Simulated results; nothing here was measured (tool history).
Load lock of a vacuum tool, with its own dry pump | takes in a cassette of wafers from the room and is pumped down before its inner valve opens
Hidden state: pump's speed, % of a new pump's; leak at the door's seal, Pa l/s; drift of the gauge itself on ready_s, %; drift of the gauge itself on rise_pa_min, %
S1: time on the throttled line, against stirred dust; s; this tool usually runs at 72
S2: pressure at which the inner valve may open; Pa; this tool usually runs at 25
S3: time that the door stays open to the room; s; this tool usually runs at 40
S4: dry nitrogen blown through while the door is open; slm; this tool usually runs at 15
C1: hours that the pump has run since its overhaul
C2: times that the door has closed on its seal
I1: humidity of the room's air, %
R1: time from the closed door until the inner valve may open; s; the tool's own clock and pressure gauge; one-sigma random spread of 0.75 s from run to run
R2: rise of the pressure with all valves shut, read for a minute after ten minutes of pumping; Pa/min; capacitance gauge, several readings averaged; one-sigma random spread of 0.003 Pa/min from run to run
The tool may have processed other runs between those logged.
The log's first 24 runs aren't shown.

run,hour,S1,S2,S3,S4,C1,C2,I1,R1,R2
25,6815.6,72,25,54,7,10216,4122,45.6,126.9,0.088
26,7036.9,72,25,54,7,10437,4359,45.7,126.5,0.091
27,7410.9,72,25,54,7,10811,4761,42.5,126.7,0.093
28,7783.4,72,31,40,35,11184,5161,49.0,125.9,0.084
# hour 7890.8: dry pump taken out, an overhauled one fitted
29,8150.9,71,29,25,15,260,5550,48.5,110.9,0.096
30,8351.2,49,34,212,7,460,5765,50.1,95.5,0.140
31,8540.1,87,27,212,7,649,5968,42.1,124.9,0.128
32,8814.6,87,27,212,7,924,6263,43.5,124.9,0.141
33,9147.5,60,25,58,15,1257,6620,45.5,105.7,0.119
34,9541.7,72,23,40,22,1651,7044,46.3,116.7,0.121
35,9842.2,100,27,40,7,1951,7366,42.6,136.8,0.131
36,10198.7,100,27,40,7,2308,7749,48.5,137.2,0.153

4 ways to go on from here, each from the tool as it stands after run 36. What would each give?
A,10470.3,133,30,40,6,2580,8041,43.3,?,?
B,10470.3,72,26,93,5,2580,8041,44.4,?,?
C,10470.3,58,27,27,7,2580,8041,42.8,?,?
D,10470.3,72,25,40,28,2580,8041,41.5,?,?

run,R1,R2
A,160.8,0.148
B,115.5,0.163
C,106.7,0.145
D,114.0,0.128
Stripped of hidden state, with their random variation kept, the same runs would have yielded:
run,R1,R2
A,159.4,0.031
B,113.3,0.046
C,104.3,0.029
D,111.8,0.012

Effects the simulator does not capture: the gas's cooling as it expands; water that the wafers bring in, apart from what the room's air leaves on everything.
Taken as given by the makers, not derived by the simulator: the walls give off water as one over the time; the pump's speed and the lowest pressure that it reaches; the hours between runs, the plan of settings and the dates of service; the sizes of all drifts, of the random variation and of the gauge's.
